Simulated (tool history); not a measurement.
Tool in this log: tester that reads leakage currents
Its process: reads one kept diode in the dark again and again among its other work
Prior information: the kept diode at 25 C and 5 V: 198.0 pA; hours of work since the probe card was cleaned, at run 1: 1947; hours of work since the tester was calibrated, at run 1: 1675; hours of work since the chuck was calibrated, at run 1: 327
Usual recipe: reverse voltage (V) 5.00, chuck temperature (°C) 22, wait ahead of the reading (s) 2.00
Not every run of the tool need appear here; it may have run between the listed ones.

run	hour	reverse voltage (V)	chuck temperature (°C)	wait ahead of the reading (s)	hours of work since the probe card was cleaned	hours of work since the tester was calibrated	hours of work since the chuck was calibrated	current that the tester gives (pA)
1	0.0	5.00	22	2.00	1947	1675	327	151.26
2	219.1	5.00	22	2.00	2038	1766	417	149.25
3	346.6	5.00	22	2.00	2090	1818	470	147.35
4	569.5	5.00	22	6.90	2182	1910	562	144.29
# hour 624.8: chuck's temperature calibrated
5	710.3	5.00	22	2.00	2240	1968	35	162.11
6	829.1	5.00	54	2.00	2289	2017	84	2098.41
7	1045.6	5.00	54	2.00	2378	2106	174	2066.38
8	1242.0	5.00	24	2.00	2460	2188	255	185.25
9	1391.8	5.00	24	2.00	2522	2249	317	183.77
10	1498.8	5.00	22	2.00	2566	2294	361	153.07
11	1664.4	5.00	22	4.39	2634	2362	430	151.13
# hour 1698.7: probe card cleaned and baked
12	1839.7	5.00	22	2.00	58	2433	501	138.03
13	1955.6	5.00	22	2.00	106	2481	549	136.80
# hour 2030.0: chuck's temperature calibrated
14	2074.1	5.00	22	2.00	154	2529	18	149.75
15	2320.0	5.00	22	2.00	256	2631	120	147.62
16	2422.0	5.00	39	2.00	298	2673	162	623.99
17	2599.8	5.00	22	2.00	372	2747	236	143.52
18	2827.0	5.00	22	2.00	466	2841	329	140.78
19	3027.8	5.00	36	9.57	549	2924	412	467.38
20	3227.2	16.64	31	2.74	631	3006	495	618.17
# hour 3441.9: chuck's temperature calibrated
21	3457.2	16.64	31	2.74	725	3100	6	678.59
22	3663.0	16.64	31	2.74	810	3185	91	672.87
23	3839.8	16.64	31	2.74	883	3258	164	658.86
24	4073.2	16.64	31	2.74	980	3355	261	643.90
25	4284.2	7.99	46	2.00	1067	3442	348	1387.42
26	4479.6	18.43	55	0.42	1148	3523	429	4445.11
27	4609.5	5.00	54	1.18	1202	3577	483	1872.28
28	4726.1	5.00	24	2.88	1250	3625	531	163.91
# hour 4846.8: chuck's temperature calibrated
29	4958.2	1.28	22	2.00	1345	3720	46	68.21
30	5066.3	1.92	42	6.53	1390	3765	91	460.90
31	5304.4	1.92	42	6.53	1488	3863	189	452.53
32	5449.2	1.92	42	6.53	1548	3923	249	445.74
33	5566.9	1.33	22	0.94	1597	3972	298	66.72
34	5810.6	5.00	49	1.16	1697	4072	398	1330.94
35	6031.4	1.95	22	0.66	1789	4164	490	80.84

Results for each run, recomputed without the tool's hidden state and with each run's random variation untouched:
The tool's hidden condition here consists of: stray current of the dirty probe card, pA a volt; current scale over the true one, %; true chuck temperature over the reading, C; drift of the gauge itself on leakage_pa, %.
run	current that the tester gives (pA)
1	151.98
2	152.15
3	151.69
4	150.91
5	151.36
6	2103.66
7	2102.32
8	181.72
9	182.40
10	151.47
11	151.26
12	152.13
13	152.09
14	151.87
15	152.69
16	652.28
17	151.66
18	151.26
19	512.02
20	683.63
21	684.99
22	690.36
23	685.52
24	681.64
25	1511.78
26	4898.55
27	2086.34
28	182.44
29	68.02
30	471.86
31	471.94
32	469.62
33	69.78
34	1439.10
35	87.31
